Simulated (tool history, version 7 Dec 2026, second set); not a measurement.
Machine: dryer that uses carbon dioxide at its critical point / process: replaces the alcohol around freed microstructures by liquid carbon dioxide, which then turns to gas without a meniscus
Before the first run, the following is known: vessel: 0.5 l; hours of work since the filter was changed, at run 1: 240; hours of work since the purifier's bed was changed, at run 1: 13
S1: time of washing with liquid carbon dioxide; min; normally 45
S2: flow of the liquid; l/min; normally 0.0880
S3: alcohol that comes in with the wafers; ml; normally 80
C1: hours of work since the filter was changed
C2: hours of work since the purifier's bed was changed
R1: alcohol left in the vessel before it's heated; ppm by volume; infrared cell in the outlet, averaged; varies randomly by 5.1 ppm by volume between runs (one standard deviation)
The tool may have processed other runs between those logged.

run 1 hour=0.0 | S1=45 S2=0.0880 S3=80 | C1=240 C2=13 | R1=118
-- hour=36.4 inlet filter changed
run 2 hour=41.9 | S1=45 S2=0.0880 S3=80 | C1=4 C2=40 | R1=86
run 3 hour=70.5 | S1=45 S2=0.0880 S3=80 | C1=23 C2=59 | R1=98
run 4 hour=89.9 | S1=45 S2=0.0880 S3=80 | C1=36 C2=72 | R1=97
run 5 hour=129.4 | S1=45 S2=0.0671 S3=80 | C1=62 C2=98 | R1=565
run 6 hour=175.3 | S1=45 S2=0.0880 S3=80 | C1=92 C2=129 | R1=130
run 7 hour=215.9 | S1=45 S2=0.0880 S3=80 | C1=119 C2=156 | R1=133
run 8 hour=257.2 | S1=45 S2=0.0880 S3=80 | C1=147 C2=183 | R1=157
run 9 hour=286.9 | S1=27 S2=0.0788 S3=57 | C1=167 C2=203 | R1=2293
run 10 hour=328.9 | S1=47 S2=0.0540 S3=80 | C1=194 C2=231 | R1=1678
run 11 hour=376.7 | S1=47 S2=0.0540 S3=80 | C1=226 C2=263 | R1=1698
run 12 hour=399.1 | S1=47 S2=0.0540 S3=117 | C1=241 C2=278 | R1=2502
run 13 hour=418.5 | S1=67 S2=0.0871 S3=39 | C1=254 C2=291 | R1=60
-- hour=433.4 inlet filter changed
run 14 hour=444.0 | S1=67 S2=0.1100 S3=34 | C1=7 C2=307 | R1=63
run 15 hour=476.3 | S1=31 S2=0.1044 S3=118 | C1=29 C2=328 | R1=543

Forecast each of these 4 alternatives for the next run:
run A hour=509.0 | S1=45 S2=0.0880 S3=29 | C1=50 C2=350 | R1=?
run B hour=509.0 | S1=31 S2=0.0771 S3=118 | C1=50 C2=350 | R1=?
run C hour=509.0 | S1=31 S2=0.1173 S3=118 | C1=50 C2=350 | R1=?
run D hour=509.0 | S1=39 S2=0.1320 S3=27 | C1=50 C2=350 | R1=?

run=A R1=117
run=B R1=2642
run=C R1=293
run=D R1=68
What these runs would have given with no unlogged condition in the tool:
run=A R1=43
run=B R1=2384
run=C R1=201
run=D R1=0
